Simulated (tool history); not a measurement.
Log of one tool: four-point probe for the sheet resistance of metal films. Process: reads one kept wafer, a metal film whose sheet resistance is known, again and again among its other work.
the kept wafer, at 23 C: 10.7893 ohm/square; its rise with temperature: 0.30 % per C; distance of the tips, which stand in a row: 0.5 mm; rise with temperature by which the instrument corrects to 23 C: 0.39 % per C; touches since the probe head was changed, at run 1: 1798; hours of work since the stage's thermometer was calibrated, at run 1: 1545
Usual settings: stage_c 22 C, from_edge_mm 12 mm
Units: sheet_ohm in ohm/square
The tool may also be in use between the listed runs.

run,hour,stage_c,from_edge_mm,touches since the probe head was changed,hours of work since the stage's thermometer was calibrated,sheet_ohm
1,0,22,12,1798,1545,10.811829
2,10,22,12,2000,1550,10.812468
3,20.7,22,12,2217,1556,10.813647
4,36.1,22,12,2526,1564,10.815206
5,49,22,12,2787,1572,10.815659
6,60.3,22,12,3015,1578,10.815766
7,73.7,22,12,3284,1585,10.814016
8,87.1,22,12,3555,1592,10.815508
9,97.4,22,12,3763,1598,10.818794
10,107.6,22,12,3970,1604,10.815492
11,121.2,22,12,4243,1611,10.814853
12,133,22,12,4481,1618,10.818637
13,144.1,22,12,4705,1624,10.811868
14,153.8,22,12,4901,1629,10.81903
15,165.2,22,12,5130,1635,10.818365
16,173.7,22,12,5302,1640,10.815681
17,188.4,22,12,5599,1648,10.818827
18,204.1,18,12,5916,1657,10.858945
19,216.4,18,12,6163,1663,10.85284
20,232.7,18,12,6492,1672,10.856501
# hour 247.6: stage's thermometer calibrated
21,249,22,12,6810,1,10.798062
22,259.7,22,12,7026,7,10.797819
23,267.6,34,26,7185,11,10.680341
24,278.8,29,62,7411,17,10.72426
25,295,33,13,7738,26,10.700882
26,305,33,13,7940,31,10.695212
27,312.1,19,8,8084,35,10.83713
28,319,20,61,8223,39,10.806207
29,331.4,30,20,8472,46,10.720113
30,344.1,30,20,8728,53,10.718183
31,352.2,18,9,8893,57,10.843548
32,364.3,18,9,9137,64,10.844826
33,375.7,27,12,9366,70,10.754052
34,385,25,12,9554,75,10.772411
35,398.6,23,27,9829,83,10.783886
36,414.3,31,12,10145,91,10.71589
37,425.8,21,25,10377,98,10.803431
38,434.4,21,25,10550,102,10.800204
39,444.3,34,12,10750,108,10.688087
40,460,34,12,11067,116,10.695569
41,473.8,34,39,11345,124,10.68622
42,484.7,23,4,11564,130,10.872442
43,495.7,29,3,11787,136,10.889115
44,507.2,31,12,12018,142,10.721953

3 ways to go on from here, each from the tool as it stands after run 44. What would each give?
A,516.1,31,4,12199,147,?
B,516.1,33,3,12199,147,?
C,516.1,30,71,12199,147,?

run,sheet_ohm
A,10.796637
B,10.850587
C,10.718632
Without the tool's hidden state the same runs would have given:
run,sheet_ohm
A,10.804188
B,10.85816
C,10.726138
